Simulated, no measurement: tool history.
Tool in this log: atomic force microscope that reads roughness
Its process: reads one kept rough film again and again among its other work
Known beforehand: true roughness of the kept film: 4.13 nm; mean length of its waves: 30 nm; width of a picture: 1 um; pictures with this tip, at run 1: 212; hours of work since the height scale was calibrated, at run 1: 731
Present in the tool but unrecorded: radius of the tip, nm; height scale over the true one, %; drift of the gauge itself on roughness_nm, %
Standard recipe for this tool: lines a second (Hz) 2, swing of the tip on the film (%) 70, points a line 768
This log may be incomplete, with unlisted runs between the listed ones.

run   hour  lines a second (Hz)  swing of the tip on the film (%)  points a line  pictures with this tip  hours of work since the height scale was calibrated  roughness of the kept film (nm (root mean square))
  1      0                    2                                70            768                     212                                                  731                                                3.41
  2   32.5                    2                                70            768                     282                                                  752                                               3.398
      44.9  -- new tip fitted
  3     65                    2                                70            768                      43                                                  773                                               3.422
  4     91                    2                                70            359                     100                                                  790                                               3.391
  5  123.1                    2                                79            359                     169                                                  810                                               3.211
  6  162.9                    2                                70            822                     255                                                  836                                               3.401
     187.6  -- new tip fitted
  7  198.4                    2                                70            822                      23                                                  858                                               3.431
  8  217.5                    2                                70            822                      65                                                  870                                               3.422
  9  235.8                    2                                70            599                     104                                                  882                                               3.412
 10  256.1                    2                                70            768                     148                                                  895                                               3.429
 11  293.7                    2                                70            768                     229                                                  919                                               3.381
     329.8  -- new tip fitted
 12  332.4                    2                                69            930                       6                                                  944                                               3.436
 13    369                 2.12                                59            439                      85                                                  967                                               3.559

Expected results for the next run?
 14   393                 2.12                                59            439                     137                                                  983                                                   ?

Run 14 yielded roughness of the kept film (nm (root mean square)) 3.531.
With no hidden state in the tool, this same run would have given roughness of the kept film (nm (root mean square)) 3.537.
